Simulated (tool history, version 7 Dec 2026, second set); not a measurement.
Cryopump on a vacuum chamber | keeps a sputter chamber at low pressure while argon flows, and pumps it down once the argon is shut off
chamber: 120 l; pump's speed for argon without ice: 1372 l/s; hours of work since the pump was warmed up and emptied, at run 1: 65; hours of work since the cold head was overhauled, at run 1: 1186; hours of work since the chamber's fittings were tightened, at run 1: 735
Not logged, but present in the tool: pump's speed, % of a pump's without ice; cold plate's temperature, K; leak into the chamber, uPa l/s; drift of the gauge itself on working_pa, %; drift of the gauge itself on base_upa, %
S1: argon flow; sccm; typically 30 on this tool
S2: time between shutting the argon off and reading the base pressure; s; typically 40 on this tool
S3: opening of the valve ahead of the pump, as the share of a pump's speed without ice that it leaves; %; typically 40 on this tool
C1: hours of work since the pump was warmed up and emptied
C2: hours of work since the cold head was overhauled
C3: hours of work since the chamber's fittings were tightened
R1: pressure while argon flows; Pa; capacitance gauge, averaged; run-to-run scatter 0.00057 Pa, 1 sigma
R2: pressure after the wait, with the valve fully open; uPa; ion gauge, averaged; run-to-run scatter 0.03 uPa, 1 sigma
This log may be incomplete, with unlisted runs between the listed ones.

run 1 hour=0 | S1=30 S2=40 S3=40 | C1=65 C2=1186 C3=735 | R1=0.0936 R2=2.06
run 2 hour=82.7 | S1=30 S2=40 S3=40 | C1=133 C2=1254 C3=803 | R1=0.0926 R2=2.05
run 3 hour=148.6 | S1=30 S2=40 S3=40 | C1=187 C2=1309 C3=858 | R1=0.0932 R2=2.12
run 4 hour=238.1 | S1=30 S2=23 S3=40 | C1=262 C2=1383 C3=932 | R1=0.0952 R2=3.03
run 5 hour=332.3 | S1=19 S2=40 S3=40 | C1=339 C2=1461 C3=1010 | R1=0.0608 R2=2.26
-- hour=387.9 leaking fittings of the chamber tightened, without venting
run 6 hour=400.9 | S1=30 S2=40 S3=40 | C1=395 C2=1516 C3=11 | R1=0.0948 R2=1.53
run 7 hour=473.6 | S1=16 S2=270 S3=42 | C1=455 C2=1576 C3=71 | R1=0.0492 R2=0.47
run 8 hour=539.4 | S1=16 S2=270 S3=42 | C1=509 C2=1630 C3=125 | R1=0.048 R2=0.56
run 9 hour=581 | S1=16 S2=59 S3=40 | C1=544 C2=1665 C3=160 | R1=0.0511 R2=1.22
run 10 hour=625.3 | S1=16 S2=59 S3=40 | C1=580 C2=1701 C3=196 | R1=0.0516 R2=1.22
run 11 hour=716.9 | S1=16 S2=59 S3=25 | C1=656 C2=1777 C3=272 | R1=0.0813 R2=1.3

3 options for the next run, each taken on its own from the tool as it stands now. Forecast them:
run A hour=801.6 | S1=30 S2=40 S3=23 | C1=726 C2=1847 C3=342 | R1=? R2=?
run B hour=801.6 | S1=26 S2=33 S3=25 | C1=726 C2=1847 C3=342 | R1=? R2=?
run C hour=801.6 | S1=16 S2=59 S3=54 | C1=726 C2=1847 C3=342 | R1=? R2=?

run=A R1=0.164 R2=1.76
run=B R1=0.1321 R2=2.03
run=C R1=0.0395 R2=1.37
Stripped of hidden state, with their random variation kept, the same runs would have yielded:
run=A R1=0.1597 R2=1.47
run=B R1=0.1284 R2=1.74
run=C R1=0.0372 R2=1.08

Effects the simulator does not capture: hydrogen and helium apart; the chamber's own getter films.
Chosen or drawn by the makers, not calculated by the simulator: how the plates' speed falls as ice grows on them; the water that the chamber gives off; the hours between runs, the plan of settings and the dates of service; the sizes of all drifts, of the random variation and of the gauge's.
